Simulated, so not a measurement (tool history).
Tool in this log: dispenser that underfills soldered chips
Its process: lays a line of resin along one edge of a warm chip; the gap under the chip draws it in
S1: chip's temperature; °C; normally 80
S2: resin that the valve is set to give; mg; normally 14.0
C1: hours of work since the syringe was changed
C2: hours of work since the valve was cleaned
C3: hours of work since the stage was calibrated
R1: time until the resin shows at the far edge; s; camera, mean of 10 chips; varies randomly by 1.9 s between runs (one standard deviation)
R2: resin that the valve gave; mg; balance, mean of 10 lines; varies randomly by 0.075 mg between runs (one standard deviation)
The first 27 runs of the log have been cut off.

run 28 day=7.142 | S1=77 S2=17.5 | C1=8 C2=134 C3=291 | R1=270.6 R2=15.60
-- day=7.279 new syringe of resin
run 29 day=7.433 | S1=74 S2=16.7 | C1=2 C2=138 C3=295 | R1=251.7 R2=14.98
run 30 day=7.742 | S1=80 S2=16.7 | C1=7 C2=143 C3=300 | R1=232.8 R2=14.73
-- day=7.896 new syringe of resin
run 31 day=7.929 | S1=70 S2=13.2 | C1=0 C2=146 C3=303 | R1=285.4 R2=11.69
-- day=8.146 dispensing valve cleaned and set on the balance
run 32 day=8.262 | S1=70 S2=13.2 | C1=5 C2=2 C3=307 | R1=333.8 R2=13.17
-- day=8.579 new syringe of resin
run 33 day=8.612 | S1=76 S2=14.0 | C1=1 C2=7 C3=313 | R1=213.1 R2=13.94
run 34 day=8.929 | S1=85 S2=16.1 | C1=5 C2=12 C3=317 | R1=175.1 R2=15.87
-- day=9.200 new syringe of resin
run 35 day=9.275 | S1=85 S2=16.1 | C1=1 C2=17 C3=323 | R1=151.0 R2=15.91
run 36 day=9.475 | S1=78 S2=17.5 | C1=4 C2=20 C3=326 | R1=223.7 R2=17.31
run 37 day=9.688 | S1=93 S2=14.3 | C1=8 C2=24 C3=329 | R1=137.0 R2=13.98

Alternative continuations, all from the tool just after run 37; predict every row:
-- day=9.833 new syringe of resin
run A day=9.933 | S1=82 S2=13.2 | C1=2 C2=27 C3=333 | R1=? R2=?
-- day=9.833 new syringe of resin
run B day=9.933 | S1=74 S2=14.3 | C1=2 C2=27 C3=333 | R1=? R2=?
-- day=9.833 new syringe of resin
run C day=9.933 | S1=66 S2=13.4 | C1=2 C2=27 C3=333 | R1=? R2=?

run=A R1=174.1 R2=12.80
run=B R1=239.9 R2=13.87
run=C R1=351.4 R2=13.03
Without the tool's hidden state the same runs would have given:
run=A R1=171.7 R2=13.09
run=B R1=237.4 R2=14.19
run=C R1=348.4 R2=13.32
